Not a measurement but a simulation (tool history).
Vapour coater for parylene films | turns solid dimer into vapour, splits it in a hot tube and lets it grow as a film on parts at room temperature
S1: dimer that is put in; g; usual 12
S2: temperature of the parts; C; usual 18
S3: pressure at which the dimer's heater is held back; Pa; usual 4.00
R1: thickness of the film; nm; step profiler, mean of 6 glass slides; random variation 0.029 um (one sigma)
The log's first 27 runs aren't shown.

run	hour	S1	S2	S3	R1
28	990.6	21	14	2.52	5500
29	1017.9	18	17	2.66	4220
# hour 1024.7: trap's valve overhauled
30	1048.3	12	19	4.12	2490
31	1095.5	12	19	4.12	2510
32	1143.6	12	19	4.12	2480
33	1164.4	12	19	4.12	2490
34	1204.8	12	18	9.89	2200
35	1252.5	12	18	9.89	2230
36	1297.6	14	12	6.78	3340
37	1328.4	14	12	2.84	3860
38	1360.3	15	13	8.62	3240
39	1383.6	6	12	2.63	1670
40	1427.7	6	28	2.63	1080
41	1462.6	10	18	4.78	2060
42	1498.4	10	23	7.34	1700
43	1542.1	12	18	4.00	2550
44	1584.1	10	26	9.28	1430
# hour 1617.3: trap's valve overhauled
45	1626.3	12	15	4.00	2830
46	1663.1	12	15	4.00	2820
47	1705.8	12	18	6.10	2390

Forecast each of these 4 alternatives for the next run:
A	1756.3	20	21	6.83	?
B	1756.3	6	19	10.80	?
C	1756.3	16	21	9.19	?
D	1756.3	12	18	11.92	?

run	R1
A	3540
B	1070
C	2630
D	2170
Without the tool's hidden state the same runs would have given:
run	R1
A	3550
B	1070
C	2640
D	2170
